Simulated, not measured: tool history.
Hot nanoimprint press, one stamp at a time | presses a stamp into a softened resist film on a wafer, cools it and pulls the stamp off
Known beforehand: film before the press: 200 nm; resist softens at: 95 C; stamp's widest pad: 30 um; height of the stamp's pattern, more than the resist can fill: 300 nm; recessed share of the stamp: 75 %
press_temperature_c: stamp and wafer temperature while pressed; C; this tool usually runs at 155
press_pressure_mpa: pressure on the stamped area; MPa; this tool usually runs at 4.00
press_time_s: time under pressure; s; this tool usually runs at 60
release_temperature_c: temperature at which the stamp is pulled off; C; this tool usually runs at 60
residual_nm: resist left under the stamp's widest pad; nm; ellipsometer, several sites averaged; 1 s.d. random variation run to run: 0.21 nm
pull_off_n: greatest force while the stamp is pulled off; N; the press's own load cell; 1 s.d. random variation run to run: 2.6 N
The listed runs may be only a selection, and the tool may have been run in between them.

run	day	press_temperature_c	press_pressure_mpa	press_time_s	release_temperature_c	residual_nm	pull_off_n
1	0.000	155	4.00	60	60	71.6	172
2	3.329	155	4.00	60	60	71.3	177
3	5.788	155	4.00	60	60	71.2	179
4	7.617	150	4.00	60	60	85.7	181
5	11.088	150	4.00	60	60	85.8	184
6	13.604	150	4.00	60	60	86.0	185
# day 14.742: plate thermocouple calibrated
7	15.425	155	4.00	49	60	79.5	187
8	17.667	155	3.35	60	60	80.1	188
9	19.621	155	4.00	60	60	73.5	195
10	22.662	155	4.00	60	60	72.9	191
11	24.475	155	4.00	60	60	72.9	196
12	26.538	155	4.00	60	60	72.7	197
13	28.208	155	4.00	60	60	72.9	200
# day 31.200: stamp cleaned and given a new release coat
14	31.292	155	4.00	60	60	72.6	177
15	33.542	155	4.00	60	60	72.1	178
16	35.862	155	4.00	60	60	72.0	177
17	37.575	161	4.00	77	53	52.4	197
18	40.642	148	2.94	60	60	107.6	182
# day 43.162: plate thermocouple calibrated
# day 44.250: press's hydraulic seals changed and the load cell set to zero
19	44.608	162	3.28	107	63	49.0	181
20	46.883	162	3.28	38	64	74.4	178
21	49.646	162	3.28	38	64	74.7	179
22	52.233	162	3.28	38	64	74.2	182
23	55.229	155	4.00	51	50	76.7	218
24	57.396	155	4.00	51	50	75.7	221
25	60.271	155	4.00	86	60	61.5	205
26	61.796	155	4.00	86	60	61.3	199
# day 62.854: stamp cleaned and given a new release coat
27	64.683	166	3.59	97	57	41.5	182
28	68.046	160	3.55	106	50	49.7	200
29	70.483	153	4.70	60	60	70.2	181

Alternative continuations, all from the tool just after run 29; predict every row:
# day 71.850: plate thermocouple calibrated
A	74.038	155	4.00	60	51	?	?
# day 71.850: plate thermocouple calibrated
B	74.038	149	4.70	60	60	?	?
# day 71.850: plate thermocouple calibrated
C	74.038	147	4.70	120	60	?	?

run	residual_nm	pull_off_n
A	73.3	205
B	85.1	185
C	71.6	192
Take away the tool's hidden state, keep each run's random variation, and the runs would have read:
run	residual_nm	pull_off_n
A	72.8	196
B	84.5	176
C	71.1	183

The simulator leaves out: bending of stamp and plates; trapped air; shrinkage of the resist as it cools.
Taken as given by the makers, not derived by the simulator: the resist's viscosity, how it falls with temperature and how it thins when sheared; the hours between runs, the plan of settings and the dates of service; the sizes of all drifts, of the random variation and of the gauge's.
